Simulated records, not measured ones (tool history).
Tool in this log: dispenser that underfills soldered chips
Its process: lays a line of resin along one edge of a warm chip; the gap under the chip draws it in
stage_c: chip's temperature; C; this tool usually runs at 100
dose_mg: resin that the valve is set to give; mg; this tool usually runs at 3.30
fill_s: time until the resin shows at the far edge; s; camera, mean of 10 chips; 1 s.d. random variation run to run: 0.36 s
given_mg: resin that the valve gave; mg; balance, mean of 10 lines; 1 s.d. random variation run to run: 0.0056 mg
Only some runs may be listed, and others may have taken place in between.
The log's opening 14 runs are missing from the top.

| run | hour | stage_c | dose_mg | fill_s | given_mg |
|---|---|---|---|---|---|
| 15 | 147.8 | 103 | 3.30 | 28.1 | 3.219 |
|  | 149.0 | new syringe of resin |
| 16 | 160.2 | 100 | 3.36 | 28.1 | 3.266 |
|  | 163.7 | new syringe of resin |
| 17 | 171.4 | 100 | 3.30 | 24.8 | 3.198 |
|  | 177.9 | new syringe of resin |
| 18 | 180.0 | 112 | 4.08 | 13.9 | 3.946 |
|  | 191.8 | new syringe of resin |
| 19 | 194.6 | 95 | 2.92 | 25.4 | 2.815 |
|  | 202.1 | dispensing valve cleaned and set on the balance |
| 20 | 204.1 | 93 | 3.17 | 35.4 | 3.170 |
|  | 207.1 | new syringe of resin |
| 21 | 218.1 | 93 | 3.38 | 35.3 | 3.372 |
|  | 221.3 | new syringe of resin |
| 22 | 224.8 | 94 | 2.87 | 27.1 | 2.859 |
|  | 235.2 | new syringe of resin |
| 23 | 237.0 | 98 | 3.08 | 22.0 | 3.059 |
|  | 249.2 | new syringe of resin |
| 24 | 249.9 | 98 | 3.08 | 20.4 | 3.036 |
| 25 | 257.4 | 86 | 3.88 | 39.1 | 3.836 |
|  | 263.0 | new syringe of resin |
| 26 | 268.1 | 86 | 4.15 | 35.1 | 4.097 |
|  | 277.4 | new syringe of resin |
| 27 | 281.2 | 86 | 4.15 | 32.8 | 4.086 |
| 28 | 290.3 | 89 | 4.17 | 40.7 | 4.095 |
|  | 291.7 | new syringe of resin |
| 29 | 296.7 | 89 | 4.17 | 30.7 | 4.082 |
|  | 305.3 | new syringe of resin |
| 30 | 309.0 | 89 | 4.17 | 29.2 | 4.084 |
|  | 318.9 | new syringe of resin |
| 31 | 323.7 | 89 | 4.17 | 31.6 | 4.059 |
|  | 332.7 | new syringe of resin |
| 32 | 333.2 | 89 | 3.69 | 27.2 | 3.592 |
| 33 | 342.9 | 89 | 3.69 | 37.8 | 3.594 |
|  | 347.1 | new syringe of resin |
| 34 | 354.1 | 91 | 2.91 | 32.2 | 2.825 |

Below are 5 alternative next runs, each starting from the tool's condition after run 34. Predict each:
|  | 361.0 | new syringe of resin |
| A | 364.8 | 111 | 3.76 | ? | ? |
|  | 361.0 | new syringe of resin |
| B | 364.8 | 111 | 3.41 | ? | ? |
|  | 361.0 | new syringe of resin |
| C | 364.8 | 91 | 2.85 | ? | ? |
|  | 361.0 | new syringe of resin |
| D | 364.8 | 111 | 3.31 | ? | ? |
|  | 361.0 | new syringe of resin |
| E | 364.8 | 108 | 3.58 | ? | ? |

| run | fill_s | given_mg |
|---|---|---|
| A | 15.4 | 3.639 |
| B | 15.6 | 3.299 |
| C | 29.5 | 2.758 |
| D | 15.9 | 3.196 |
| E | 16.7 | 3.457 |
The same runs, with their run-to-run variation unchanged, on a tool lacking any hidden condition would have given:
| run | fill_s | given_mg |
|---|---|---|
| A | 14.0 | 3.762 |
| B | 14.1 | 3.411 |
| C | 26.8 | 2.851 |
| D | 14.4 | 3.304 |
| E | 15.1 | 3.575 |

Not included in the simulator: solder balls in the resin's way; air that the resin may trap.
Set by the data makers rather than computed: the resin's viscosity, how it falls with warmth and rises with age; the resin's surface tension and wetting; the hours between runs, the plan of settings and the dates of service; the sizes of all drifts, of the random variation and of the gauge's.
